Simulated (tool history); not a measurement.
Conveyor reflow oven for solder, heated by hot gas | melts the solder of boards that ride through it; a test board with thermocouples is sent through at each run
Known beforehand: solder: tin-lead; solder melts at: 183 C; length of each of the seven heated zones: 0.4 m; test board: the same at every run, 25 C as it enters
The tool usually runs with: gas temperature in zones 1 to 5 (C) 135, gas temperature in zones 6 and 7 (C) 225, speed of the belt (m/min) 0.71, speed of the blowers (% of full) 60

| run | hour | gas temperature in zones 1 to 5 (C) | gas temperature in zones 6 and 7 (C) | speed of the belt (m/min) | speed of the blowers (% of full) | highest temperature of the board (C) | time above the solder's melting point (s) |
|---|---|---|---|---|---|---|---|
| 1 | 0 | 135 | 225 | 0.71 | 60 | 208.2 | 42.6 |
| 2 | 16.9 | 135 | 225 | 0.71 | 60 | 208.2 | 42.5 |
| 3 | 51.9 | 135 | 225 | 0.71 | 60 | 208.6 | 43.1 |
| 4 | 79.6 | 135 | 225 | 0.71 | 60 | 208.4 | 43 |
| 5 | 97.1 | 150 | 225 | 0.71 | 60 | 211.8 | 51 |
| 6 | 121.6 | 150 | 225 | 0.71 | 60 | 211.4 | 51.1 |
| 7 | 143.4 | 135 | 225 | 0.71 | 71 | 210.2 | 44.7 |
| 8 | 164.4 | 134 | 225 | 0.71 | 71 | 210.2 | 44.9 |
| 9 | 186.6 | 134 | 225 | 0.71 | 71 | 210.2 | 44.3 |
| 10 | 200.8 | 135 | 225 | 0.666 | 60 | 210.5 | 47.9 |
| 11 | 218.1 | 135 | 225 | 0.666 | 60 | 210.9 | 48.1 |
| 12 | 250.5 | 146 | 230 | 0.793 | 79 | 214.6 | 45.7 |
| 13 | 273.1 | 146 | 230 | 0.793 | 79 | 214.8 | 46.1 |
| 14 | 296.8 | 146 | 230 | 0.793 | 79 | 214.5 | 46 |
| 15 | 317.8 | 135 | 225 | 0.834 | 83 | 207.1 | 35.3 |
| 16 | 340.8 | 135 | 230 | 0.71 | 60 | 212.9 | 46.1 |

Taken out of this log: 1 entry between the listed runs. Where each belongs, and how the hidden state differs across it:
After run 2, before run 3: flux residue cleaned out of gas plates and filters (hour 45.7)
  heat that the gas passes to the board, % of a clean oven's: 99.6 -> 100; true gas temperature in zones 6 and 7 over the reading, C: -0.02 -> -0.03
